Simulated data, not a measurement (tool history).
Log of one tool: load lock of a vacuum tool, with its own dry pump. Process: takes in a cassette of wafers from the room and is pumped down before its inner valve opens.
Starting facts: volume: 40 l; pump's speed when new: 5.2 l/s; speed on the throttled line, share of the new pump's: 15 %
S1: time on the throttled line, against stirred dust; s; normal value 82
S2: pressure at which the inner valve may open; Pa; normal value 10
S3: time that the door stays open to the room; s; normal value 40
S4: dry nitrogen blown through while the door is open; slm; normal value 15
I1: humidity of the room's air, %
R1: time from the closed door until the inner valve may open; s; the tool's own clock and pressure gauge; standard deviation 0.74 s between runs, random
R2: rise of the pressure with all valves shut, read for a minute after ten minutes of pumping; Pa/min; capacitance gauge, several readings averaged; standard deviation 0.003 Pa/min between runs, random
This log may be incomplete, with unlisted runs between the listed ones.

{"run": 1, "hour": 0.0, "S1": 82, "S2": 10, "S3": 40, "S4": 15, "I1": 47.9, "R1": 144, "R2": 0.084}
{"run": 2, "hour": 324.6, "S1": 82, "S2": 10, "S3": 40, "S4": 15, "I1": 45.3, "R1": 144.2, "R2": 0.096}
{"run": 3, "hour": 780.7, "S1": 82, "S2": 10, "S3": 40, "S4": 15, "I1": 46, "R1": 145.1, "R2": 0.121}
{"run": 4, "hour": 1220.1, "S1": 82, "S2": 10, "S3": 30, "S4": 15, "I1": 50.1, "R1": 144.7, "R2": 0.141}
{"run": 5, "hour": 1509.4, "S1": 82, "S2": 10, "S3": 30, "S4": 15, "I1": 44, "R1": 144.2, "R2": 0.156}
{"run": 6, "hour": 1916.5, "S1": 82, "S2": 10, "S3": 30, "S4": 15, "I1": 42.7, "R1": 145.8, "R2": 0.191}
{"run": 7, "hour": 2295.9, "S1": 82, "S2": 10, "S3": 30, "S4": 15, "I1": 47, "R1": 144.2, "R2": 0.226}
{"run": 8, "hour": 2556.7, "S1": 82, "S2": 8, "S3": 30, "S4": 15, "I1": 44.7, "R1": 148.1, "R2": 0.247}
{"run": 9, "hour": 2920.1, "S1": 82, "S2": 10, "S3": 40, "S4": 15, "I1": 41.7, "R1": 146.5, "R2": 0.286}
{"run": 10, "hour": 3202.0, "S1": 82, "S2": 10, "S3": 40, "S4": 15, "I1": 44.2, "R1": 145.7, "R2": 0.305}
{"run": 11, "hour": 3557.3, "S1": 82, "S2": 10, "S3": 40, "S4": 15, "I1": 44.2, "R1": 146.3, "R2": 0.351}
{"run": 12, "hour": 4052.1, "S1": 82, "S2": 10, "S3": 40, "S4": 14, "I1": 46.2, "R1": 147, "R2": 0.404}
{"run": 13, "hour": 4302.3, "S1": 82, "S2": 19, "S3": 40, "S4": 15, "I1": 45, "R1": 142.6, "R2": 0.428}
{"hour": 4353.7, "done": "door's seal changed, seat wiped"}
{"run": 14, "hour": 4632.0, "S1": 155, "S2": 19, "S3": 40, "S4": 15, "I1": 48.4, "R1": 202.4, "R2": 0.03}
{"run": 15, "hour": 4976.2, "S1": 155, "S2": 19, "S3": 40, "S4": 15, "I1": 41.2, "R1": 205.1, "R2": 0.033}
{"run": 16, "hour": 5354.9, "S1": 82, "S2": 10, "S3": 216, "S4": 15, "I1": 47, "R1": 146.7, "R2": 0.079}
{"run": 17, "hour": 5851.6, "S1": 82, "S2": 10, "S3": 216, "S4": 15, "I1": 43.5, "R1": 146.9, "R2": 0.094}
{"run": 18, "hour": 6141.5, "S1": 82, "S2": 10, "S3": 216, "S4": 15, "I1": 47.1, "R1": 148.4, "R2": 0.114}
{"run": 19, "hour": 6442.3, "S1": 82, "S2": 10, "S3": 216, "S4": 15, "I1": 47.6, "R1": 149.3, "R2": 0.133}
{"run": 20, "hour": 6938.5, "S1": 82, "S2": 10, "S3": 216, "S4": 15, "I1": 43.9, "R1": 148.3, "R2": 0.155}
{"run": 21, "hour": 7284.1, "S1": 82, "S2": 10, "S3": 216, "S4": 15, "I1": 42.8, "R1": 149.7, "R2": 0.175}
{"run": 22, "hour": 7690.8, "S1": 82, "S2": 10, "S3": 216, "S4": 15, "I1": 42.3, "R1": 150.1, "R2": 0.214}
{"run": 23, "hour": 8037.5, "S1": 82, "S2": 10, "S3": 216, "S4": 15, "I1": 46.7, "R1": 148.8, "R2": 0.244}
{"run": 24, "hour": 8524.2, "S1": 41, "S2": 10, "S3": 38, "S4": 15, "I1": 43.6, "R1": 116.6, "R2": 0.257}
{"run": 25, "hour": 9075.3, "S1": 41, "S2": 10, "S3": 38, "S4": 15, "I1": 41.1, "R1": 116.1, "R2": 0.303}
{"run": 26, "hour": 9606.6, "S1": 41, "S2": 10, "S3": 38, "S4": 15, "I1": 43.8, "R1": 118, "R2": 0.352}
{"run": 27, "hour": 9882.0, "S1": 41, "S2": 10, "S3": 107, "S4": 45, "I1": 42.9, "R1": 118.4, "R2": 0.372}
{"run": 28, "hour": 10299.0, "S1": 41, "S2": 10, "S3": 107, "S4": 45, "I1": 45.5, "R1": 118.4, "R2": 0.425}
{"hour": 10543.4, "done": "door's seal changed, seat wiped"}
{"run": 29, "hour": 10547.2, "S1": 41, "S2": 10, "S3": 107, "S4": 45, "I1": 45.3, "R1": 118.2, "R2": 0.017}
{"hour": 10604.8, "done": "dry pump taken out, an overhauled one fitted"}
{"run": 30, "hour": 11095.9, "S1": 82, "S2": 10, "S3": 40, "S4": 15, "I1": 42.2, "R1": 141.5, "R2": 0.032}
{"run": 31, "hour": 11626.5, "S1": 82, "S2": 10, "S3": 40, "S4": 15, "I1": 44.9, "R1": 140.8, "R2": 0.05}
{"run": 32, "hour": 11975.6, "S1": 82, "S2": 7, "S3": 66, "S4": 15, "I1": 43.1, "R1": 144.7, "R2": 0.071}
{"run": 33, "hour": 12243.8, "S1": 82, "S2": 7, "S3": 66, "S4": 15, "I1": 44.3, "R1": 144.7, "R2": 0.085}
{"run": 34, "hour": 12733.6, "S1": 82, "S2": 7, "S3": 66, "S4": 15, "I1": 43.8, "R1": 146.3, "R2": 0.108}
{"run": 35, "hour": 13038.0, "S1": 82, "S2": 11, "S3": 169, "S4": 15, "I1": 42.7, "R1": 142.1, "R2": 0.143}
{"run": 36, "hour": 13260.1, "S1": 82, "S2": 11, "S3": 84, "S4": 19, "I1": 45.1, "R1": 142, "R2": 0.139}
{"run": 37, "hour": 13549.6, "S1": 106, "S2": 11, "S3": 84, "S4": 7, "I1": 48.4, "R1": 164.1, "R2": 0.176}

Below are 4 alternative next runs, each starting from the tool's condition after run 37. Predict each:
{"run": "A", "hour": 13950.0, "S1": 106, "S2": 17, "S3": 182, "S4": 43, "I1": 44.8, "R1": "?", "R2": "?"}
{"run": "B", "hour": 13950.0, "S1": 106, "S2": 11, "S3": 84, "S4": 9, "I1": 45.6, "R1": "?", "R2": "?"}
{"run": "C", "hour": 13950.0, "S1": 106, "S2": 11, "S3": 84, "S4": 5, "I1": 44.8, "R1": "?", "R2": "?"}
{"run": "D", "hour": 13950.0, "S1": 157, "S2": 10, "S3": 40, "S4": 10, "I1": 45.9, "R1": "?", "R2": "?"}

run=A R1=160.5 R2=0.179
run=B R1=162.9 R2=0.201
run=C R1=162.4 R2=0.214
run=D R1=206.6 R2=0.188
Take away the tool's hidden state, keep each run's random variation, and the runs would have read:
run=A R1=158.1 R2=0.017
run=B R1=160.6 R2=0.042
run=C R1=160.1 R2=0.051
run=D R1=204.6 R2=0.028
